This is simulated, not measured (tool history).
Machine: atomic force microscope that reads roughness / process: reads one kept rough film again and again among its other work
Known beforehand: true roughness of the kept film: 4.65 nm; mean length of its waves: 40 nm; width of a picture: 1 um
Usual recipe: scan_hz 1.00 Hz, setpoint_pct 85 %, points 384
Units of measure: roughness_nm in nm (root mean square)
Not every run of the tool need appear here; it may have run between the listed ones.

{"run": 1, "hour": 0.0, "scan_hz": 1.0, "setpoint_pct": 85, "points": 384, "roughness_nm": 3.745}
{"run": 2, "hour": 10.8, "scan_hz": 1.0, "setpoint_pct": 85, "points": 384, "roughness_nm": 3.658}
{"run": 3, "hour": 16.1, "scan_hz": 1.0, "setpoint_pct": 81, "points": 384, "roughness_nm": 3.631}
{"run": 4, "hour": 21.9, "scan_hz": 1.0, "setpoint_pct": 81, "points": 384, "roughness_nm": 3.603}
{"hour": 28.7, "done": "new tip fitted"}
{"run": 5, "hour": 34.0, "scan_hz": 1.0, "setpoint_pct": 85, "points": 989, "roughness_nm": 4.169}
{"run": 6, "hour": 42.4, "scan_hz": 1.0, "setpoint_pct": 85, "points": 989, "roughness_nm": 4.037}
{"run": 7, "hour": 54.4, "scan_hz": 1.0, "setpoint_pct": 85, "points": 989, "roughness_nm": 3.924}
{"run": 8, "hour": 59.4, "scan_hz": 1.67, "setpoint_pct": 62, "points": 384, "roughness_nm": 3.952}
{"run": 9, "hour": 65.5, "scan_hz": 1.12, "setpoint_pct": 77, "points": 384, "roughness_nm": 3.817}
{"run": 10, "hour": 72.2, "scan_hz": 2.44, "setpoint_pct": 82, "points": 434, "roughness_nm": 3.583}
{"run": 11, "hour": 83.7, "scan_hz": 2.44, "setpoint_pct": 82, "points": 434, "roughness_nm": 3.504}
{"run": 12, "hour": 93.9, "scan_hz": 2.44, "setpoint_pct": 82, "points": 434, "roughness_nm": 3.421}

Pick out some run-to-run changes in roughness_nm. Of each, how much would a tool without hidden state show as well, from the settings, what came in and chance, and how much is left for the hidden state and any gauge scatter not in both results compared?
Hidden state present: radius of the tip, nm; height scale over the true one, %; drift of the gauge itself on roughness_nm, %.
Run 4 -> 5: setpoint_pct 81 -> 85, points 384 -> 989, new tip fitted. roughness_nm +0.566 nm (root mean square): hidden state +0.563, all else +0.003.
